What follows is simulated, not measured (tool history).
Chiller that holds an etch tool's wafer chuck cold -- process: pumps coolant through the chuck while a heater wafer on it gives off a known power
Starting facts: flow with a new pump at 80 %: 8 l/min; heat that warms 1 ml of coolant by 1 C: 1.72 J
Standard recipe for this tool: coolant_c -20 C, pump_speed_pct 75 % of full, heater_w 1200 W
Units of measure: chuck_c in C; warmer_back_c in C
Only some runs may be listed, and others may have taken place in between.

run     day  coolant_c  pump_speed_pct  heater_w  chuck_c  warmer_back_c
  1       0        -20              75      1200     -6.6           5.57
  2   2.654        -20              75      1200     -6.7           5.63
  3   5.733        -20              75      1200     -6.8           5.58
  4   8.633        -20              78      1200     -7.1           5.23
  5  10.367        -12              78      1200      0.8           5.19
  6    12.8        -12              75      1200      1.2           5.48
  7  15.004        -12              75      1200      1.3            5.4
     18.408  -- coolant changed, channels flushed
  8  18.408        -12              65      1200      2.6           6.49
  9  21.042        -12              65      1200      2.8           6.39
 10  24.229        -20              93      1200     -8.6           4.14
 11  28.133        -20              93      1200     -8.6           4.07
 12  30.642        -20              73      1200     -6.5           5.41
 13  34.375        -20              83      1200     -7.8           4.63
     37.408  -- gauge calibrated
 14  37.654        -20              83      1200     -7.6           5.06
 15  41.521        -20              83      1200     -7.8           5.03
 16  43.788        -20              75      1200     -6.7           5.59
 17  45.788        -20              75      1200     -6.7            5.5
 18  48.288        -15              75       647     -7.7           2.91
 19  50.283        -15              75       647     -7.9           2.88
 20  52.492        -15              75       930     -4.7           4.21
 21  54.267        -23              61       989    -10.3           5.66
 22  56.054        -11              75      1340      3.8              6
 23  58.871        -11              90      1340      1.8           4.81
 24  62.246        -11              90      1340      1.9           4.91
 25    64.8        -11              90      1340      2.2           4.77
 26  68.721        -16              99      1545     -2.2           4.98
 27  71.504        -13              75      1200      0.2           5.23
 28  74.154        -13              77      1112     -1.1           4.69
 29      76        -18              62      1112     -3.8           5.99
 30  77.871        -21              75      1689     -2.2           7.52
     79.417  -- gauge calibrated
 31  81.033        -24              69      1642     -4.7            8.5
 32  83.283        -24              63       615    -16.2           3.44
 33  86.854        -24              63       615    -16.2           3.42

Below are 3 alternative next runs, each starting from the tool's condition after run 33. Predict each:
  A  89.471        -24              82       615        ?              ?
  B  89.471        -25              96       836        ?              ?
  C  89.471        -17              79      1331        ?              ?

run  chuck_c  warmer_back_c
  A    -17.7           2.52
  B    -17.2           2.87
  C       -3           5.71
With no hidden state in the tool, these same runs would have given:
run  chuck_c  warmer_back_c
  A    -17.7           2.64
  B    -17.2           2.99
  C       -3           5.83
